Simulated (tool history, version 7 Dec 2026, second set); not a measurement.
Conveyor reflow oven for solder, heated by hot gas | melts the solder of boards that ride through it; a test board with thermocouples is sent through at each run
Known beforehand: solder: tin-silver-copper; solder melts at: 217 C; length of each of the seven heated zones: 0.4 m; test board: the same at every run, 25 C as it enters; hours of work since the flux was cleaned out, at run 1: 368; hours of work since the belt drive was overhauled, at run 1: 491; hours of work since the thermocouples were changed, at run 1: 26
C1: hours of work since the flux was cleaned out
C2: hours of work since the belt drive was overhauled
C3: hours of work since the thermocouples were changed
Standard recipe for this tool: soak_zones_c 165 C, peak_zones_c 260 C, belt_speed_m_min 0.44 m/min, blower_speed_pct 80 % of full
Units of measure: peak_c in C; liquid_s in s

run 1 hour=0 | soak_zones_c=165 peak_zones_c=260 belt_speed_m_min=0.44 blower_speed_pct=80 | C1=368 C2=491 C3=26 | peak_c=244.6 liquid_s=69
run 2 hour=37.2 | soak_zones_c=150 peak_zones_c=260 belt_speed_m_min=0.44 blower_speed_pct=80 | C1=390 C2=513 C3=49 | peak_c=242.1 liquid_s=59.5
run 3 hour=66.9 | soak_zones_c=150 peak_zones_c=260 belt_speed_m_min=0.44 blower_speed_pct=80 | C1=408 C2=531 C3=66 | peak_c=242.1 liquid_s=59.4
run 4 hour=129.5 | soak_zones_c=165 peak_zones_c=260 belt_speed_m_min=0.351 blower_speed_pct=80 | C1=446 C2=568 C3=104 | peak_c=250.7 liquid_s=99.9
run 5 hour=159.6 | soak_zones_c=165 peak_zones_c=267 belt_speed_m_min=0.44 blower_speed_pct=80 | C1=464 C2=586 C3=122 | peak_c=250.6 liquid_s=76.2
run 6 hour=193.8 | soak_zones_c=165 peak_zones_c=267 belt_speed_m_min=0.44 blower_speed_pct=80 | C1=484 C2=607 C3=143 | peak_c=250.6 liquid_s=76.1
-- hour=220.1 flux residue cleaned out of gas plates and filters
run 7 hour=261.6 | soak_zones_c=165 peak_zones_c=267 belt_speed_m_min=0.44 blower_speed_pct=80 | C1=25 C2=644 C3=180 | peak_c=252.4 liquid_s=78.3
run 8 hour=324.9 | soak_zones_c=165 peak_zones_c=267 belt_speed_m_min=0.44 blower_speed_pct=80 | C1=63 C2=682 C3=218 | peak_c=252.4 liquid_s=78.3
run 9 hour=367.9 | soak_zones_c=165 peak_zones_c=267 belt_speed_m_min=0.44 blower_speed_pct=80 | C1=89 C2=708 C3=244 | peak_c=252.4 liquid_s=78.3
run 10 hour=403.5 | soak_zones_c=165 peak_zones_c=267 belt_speed_m_min=0.44 blower_speed_pct=80 | C1=110 C2=729 C3=265 | peak_c=252.3 liquid_s=78.6
run 11 hour=432.9 | soak_zones_c=165 peak_zones_c=260 belt_speed_m_min=0.423 blower_speed_pct=80 | C1=128 C2=747 C3=283 | peak_c=247.3 liquid_s=76.7
run 12 hour=466.8 | soak_zones_c=165 peak_zones_c=260 belt_speed_m_min=0.423 blower_speed_pct=80 | C1=148 C2=767 C3=303 | peak_c=247.1 liquid_s=76.5
run 13 hour=497.1 | soak_zones_c=165 peak_zones_c=258 belt_speed_m_min=0.44 blower_speed_pct=59 | C1=166 C2=786 C3=321 | peak_c=239.6 liquid_s=60.3
run 14 hour=565.1 | soak_zones_c=165 peak_zones_c=260 belt_speed_m_min=0.421 blower_speed_pct=80 | C1=207 C2=826 C3=362 | peak_c=247.3 liquid_s=76.7
run 15 hour=616.4 | soak_zones_c=165 peak_zones_c=260 belt_speed_m_min=0.421 blower_speed_pct=80 | C1=238 C2=857 C3=393 | peak_c=247.2 liquid_s=77.2
run 16 hour=666.4 | soak_zones_c=165 peak_zones_c=260 belt_speed_m_min=0.486 blower_speed_pct=78 | C1=268 C2=887 C3=423 | peak_c=242.1 liquid_s=58.3
run 17 hour=710.4 | soak_zones_c=165 peak_zones_c=260 belt_speed_m_min=0.486 blower_speed_pct=78 | C1=294 C2=914 C3=449 | peak_c=242.3 liquid_s=58.5
run 18 hour=761.8 | soak_zones_c=165 peak_zones_c=262 belt_speed_m_min=0.504 blower_speed_pct=64 | C1=325 C2=944 C3=480 | peak_c=238.9 liquid_s=49.6
run 19 hour=826.9 | soak_zones_c=165 peak_zones_c=262 belt_speed_m_min=0.504 blower_speed_pct=64 | C1=364 C2=983 C3=519 | peak_c=238.6 liquid_s=50
run 20 hour=893.2 | soak_zones_c=165 peak_zones_c=252 belt_speed_m_min=0.477 blower_speed_pct=80 | C1=404 C2=1023 C3=559 | peak_c=236.1 liquid_s=51.7
-- hour=932.8 thermocouples of zones 6 and 7 changed
run 21 hour=935.9 | soak_zones_c=165 peak_zones_c=252 belt_speed_m_min=0.477 blower_speed_pct=80 | C1=428 C2=1047 C3=2 | peak_c=235.2 liquid_s=49.8
run 22 hour=983.4 | soak_zones_c=165 peak_zones_c=252 belt_speed_m_min=0.477 blower_speed_pct=80 | C1=457 C2=1076 C3=30 | peak_c=235.2 liquid_s=49.9
run 23 hour=1028.6 | soak_zones_c=165 peak_zones_c=252 belt_speed_m_min=0.477 blower_speed_pct=80 | C1=484 C2=1103 C3=57 | peak_c=235.3 liquid_s=49.8
-- hour=1056 flux residue cleaned out of gas plates and filters
run 24 hour=1082.5 | soak_zones_c=162 peak_zones_c=254 belt_speed_m_min=0.448 blower_speed_pct=66 | C1=16 C2=1132 C3=87 | peak_c=237.3 liquid_s=55.4

Pick out some run-to-run changes in peak_c. Of each, how much would a tool without hidden state show as well, from the settings, what came in and chance, and how much is left for the hidden state and any gauge scatter not in both results compared?
Hidden state present: heat that the gas passes to the board, % of a clean oven's; belt's true speed, % of the reading; true gas temperature in zones 6 and 7 over the reading, C; drift of the gauge itself on peak_c, C; drift of the gauge itself on liquid_s, %.
Run 3 -> 4: soak_zones_c 150 -> 165, belt_speed_m_min 0.44 -> 0.351. peak_c +8.6 C: hidden state +0.6, all else +8.
Run 6 -> 7: flux residue cleaned out of gas plates and filters. peak_c +1.8 C: hidden state +1.8, all else +0.
Run 13 -> 14: peak_zones_c 258 -> 260, belt_speed_m_min 0.44 -> 0.421, blower_speed_pct 59 -> 80. peak_c +7.7 C: hidden state -0.1, all else +7.8.
Run 23 -> 24: soak_zones_c 165 -> 162, peak_zones_c 252 -> 254, belt_speed_m_min 0.477 -> 0.448, blower_speed_pct 80 -> 66, flux residue cleaned out of gas plates and filters. peak_c +2 C: hidden state +2, all else +0.

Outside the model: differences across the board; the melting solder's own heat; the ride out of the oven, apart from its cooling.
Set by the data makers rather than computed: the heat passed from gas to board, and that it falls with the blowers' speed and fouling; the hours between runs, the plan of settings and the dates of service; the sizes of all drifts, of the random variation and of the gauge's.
